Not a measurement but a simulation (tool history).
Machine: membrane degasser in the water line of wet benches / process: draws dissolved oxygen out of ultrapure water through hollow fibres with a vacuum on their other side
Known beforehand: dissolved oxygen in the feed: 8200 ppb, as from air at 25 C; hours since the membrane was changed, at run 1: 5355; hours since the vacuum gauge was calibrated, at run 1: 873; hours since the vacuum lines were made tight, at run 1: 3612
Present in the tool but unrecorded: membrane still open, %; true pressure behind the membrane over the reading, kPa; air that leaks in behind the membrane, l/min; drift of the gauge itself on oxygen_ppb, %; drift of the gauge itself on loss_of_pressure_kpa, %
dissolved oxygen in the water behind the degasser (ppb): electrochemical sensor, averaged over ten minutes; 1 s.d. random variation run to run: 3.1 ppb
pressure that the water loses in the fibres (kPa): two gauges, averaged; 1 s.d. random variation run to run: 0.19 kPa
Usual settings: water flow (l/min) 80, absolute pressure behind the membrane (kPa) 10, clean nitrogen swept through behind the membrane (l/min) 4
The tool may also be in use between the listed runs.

run,hour,water flow (l/min),absolute pressure behind the membrane (kPa),clean nitrogen swept through behind the membrane (l/min),hours since the membrane was changed,hours since the vacuum gauge was calibrated,hours since the vacuum lines were made tight,dissolved oxygen in the water behind the degasser (ppb),pressure that the water loses in the fibres (kPa)
1,0,80,10,4,5355,873,3612,311.6,41.37
2,142.5,80,10,3.05,5498,1015,3755,394.7,41.2
3,297.6,80,10,4,5653,1170,3910,316.2,41.51
4,508.4,80,10,4,5864,1381,4121,309.4,41.61
5,666.4,80,10,4,6022,1539,4279,315.4,41.44
6,789.1,80,22.5,4,6144,1662,4402,804.7,41.18
7,1010.6,58,18.6,4,6366,1883,4623,491.2,30.21
8,1152.4,80,13.3,4,6508,2025,4765,449.4,41.26
9,1294.6,80,6.4,6.3,6650,2167,4907,113.4,41.44
10,1435.6,80,6.4,6.3,6791,2308,5048,113.6,41.29

Expected results for the next run?
11,1540.8,80,6.4,6.3,6896,2414,5153,?,?

{"run 11": {"dissolved oxygen in the water behind the degasser (ppb)": 115.1, "pressure that the water loses in the fibres (kPa)": 41.18}}
The same run, on a tool lacking any hidden state, would have yielded dissolved oxygen in the water behind the degasser (ppb) 115, pressure that the water loses in the fibres (kPa) 41.42.
